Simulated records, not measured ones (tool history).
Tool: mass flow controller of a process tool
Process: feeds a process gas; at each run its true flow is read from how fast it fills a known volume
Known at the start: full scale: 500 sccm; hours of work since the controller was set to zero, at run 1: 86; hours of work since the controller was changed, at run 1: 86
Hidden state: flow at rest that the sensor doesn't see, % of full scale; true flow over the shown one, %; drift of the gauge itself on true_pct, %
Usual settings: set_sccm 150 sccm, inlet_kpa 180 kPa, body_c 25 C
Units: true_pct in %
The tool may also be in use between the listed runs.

run,hour,set_sccm,inlet_kpa,body_c,hours of work since the controller was set to zero,hours of work since the controller was changed,true_pct
1,0.0,150,180,25,86,86,98.91
2,48.9,150,180,25,101,101,98.94
3,95.5,150,226,25,115,115,99.01
4,154.6,150,226,25,133,133,99.13
5,199.1,150,180,23,147,147,98.96
6,252.9,229,180,25,163,163,99.31
7,316.4,229,180,25,182,182,99.32
8,355.1,150,180,25,194,194,99.07
9,391.1,150,180,25,205,205,99.04
10,439.2,150,180,38,220,220,98.69
11,509.5,150,180,38,241,241,98.76
12,583.0,150,204,25,263,263,99.23
13,654.3,150,204,25,285,285,99.19
14,730.7,150,265,25,308,308,99.25
15,800.2,150,265,25,329,329,99.37
16,866.2,150,182,25,349,349,99.31
17,897.7,150,152,25,359,359,99.12
18,960.4,58,149,25,378,378,98.92
19,996.4,150,180,21,389,389,99.37
20,1040.8,150,180,21,403,403,99.33
21,1105.9,150,220,34,422,422,99.12
22,1164.5,150,220,34,440,440,99.20
23,1200.3,262,180,25,451,451,99.63
24,1250.0,262,180,25,466,466,99.67
25,1295.6,262,180,25,480,480,99.69
26,1361.6,262,180,25,500,500,99.86
27,1423.3,266,227,21,519,519,99.98
28,1494.2,150,259,25,540,540,99.67
29,1526.9,150,223,25,550,550,99.54
30,1578.4,58,225,25,566,566,99.31
31,1649.8,150,223,38,588,588,99.13
32,1684.3,150,223,38,598,598,99.21
33,1760.7,161,187,25,621,621,99.56
34,1811.2,55,216,39,637,637,99.00

Hidden state or all else? Some run-to-run changes of true_pct, split into what the settings, what came in and random variation would give without the hidden state, and what is left for the hidden state (with any gauge scatter that isn't in both results):
Run 3 -> 4: no setting changed, nothing entered. true_pct +0.12 %: hidden state +0.03, all else +0.09.
Run 11 -> 12: inlet_kpa 180 -> 204, body_c 38 -> 25. true_pct +0.47 %: hidden state +0.03, all else +0.44.
Run 18 -> 19: set_sccm 58 -> 150, inlet_kpa 149 -> 180, body_c 25 -> 21. true_pct +0.45 %: hidden state +0.01, all else +0.44.
Run 27 -> 28: set_sccm 266 -> 150, inlet_kpa 227 -> 259, body_c 21 -> 25. true_pct -0.31 %: hidden state +0.04, all else -0.35.
Run 33 -> 34: set_sccm 161 -> 55, inlet_kpa 187 -> 216, body_c 25 -> 39. true_pct -0.56 %: hidden state +0.02, all else -0.58.
